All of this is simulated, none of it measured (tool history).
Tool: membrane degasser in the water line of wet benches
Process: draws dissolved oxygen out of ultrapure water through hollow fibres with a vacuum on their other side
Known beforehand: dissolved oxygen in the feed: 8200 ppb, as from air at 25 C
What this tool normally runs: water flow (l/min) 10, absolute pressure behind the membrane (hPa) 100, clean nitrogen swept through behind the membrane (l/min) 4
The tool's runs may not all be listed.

| run | hour | water flow (l/min) | absolute pressure behind the membrane (hPa) | clean nitrogen swept through behind the membrane (l/min) | dissolved oxygen in the water behind the degasser (ppb) | pressure that the water loses in the fibres (hPa) |
|---|---|---|---|---|---|---|
| 1 | 0 | 10 | 100 | 4 | 59.4 | 328.1 |
| 2 | 217.7 | 10 | 100 | 4 | 58.1 | 333.2 |
|  | 360.6 | vacuum gauge calibrated |
| 3 | 418.3 | 11 | 100 | 4 | 71.6 | 366.2 |
| 4 | 580.9 | 7 | 100 | 4 | 33.8 | 231 |
| 5 | 753.6 | 10 | 100 | 6.72 | 40.5 | 331.3 |
| 6 | 984.1 | 7 | 100 | 4 | 33.3 | 232.2 |
| 7 | 1156.2 | 10 | 100 | 8.72 | 34.7 | 330 |
| 8 | 1261.4 | 10 | 100 | 8.72 | 35.7 | 331.8 |
| 9 | 1416.5 | 10 | 100 | 8.72 | 36 | 333.4 |
| 10 | 1596.4 | 16 | 100 | 4 | 185.5 | 535.1 |
| 11 | 1841.3 | 16 | 100 | 4 | 182.5 | 534 |
| 12 | 1947.3 | 10 | 100 | 4 | 59 | 336.6 |
| 13 | 2174 | 10 | 100 | 4 | 59.6 | 335.5 |
| 14 | 2417.1 | 10 | 100 | 4 | 60.4 | 333.7 |
| 15 | 2617.6 | 10 | 100 | 4 | 61.7 | 336.3 |
| 16 | 2775.6 | 10 | 100 | 4 | 61.2 | 337.1 |
| 17 | 2926.4 | 10 | 100 | 4 | 61 | 335.7 |
| 18 | 3102.3 | 10 | 100 | 4 | 60 | 333.9 |
| 19 | 3346.4 | 15 | 100 | 7.25 | 130.2 | 509 |
| 20 | 3550.8 | 10 | 155 | 4.43 | 88.7 | 337.6 |

Predict the results of run 21:
| 21 | 3803.7 | 9 | 170 | 9.16 | ? | ? |

dissolved oxygen in the water behind the degasser (ppb): 45.6
pressure that the water loses in the fibres (hPa): 306.1
Take away the tool's hidden state, keep the run-to-run variation as it was, and the same run would have given dissolved oxygen in the water behind the degasser (ppb) 40.6, pressure that the water loses in the fibres (hPa) 296.1.
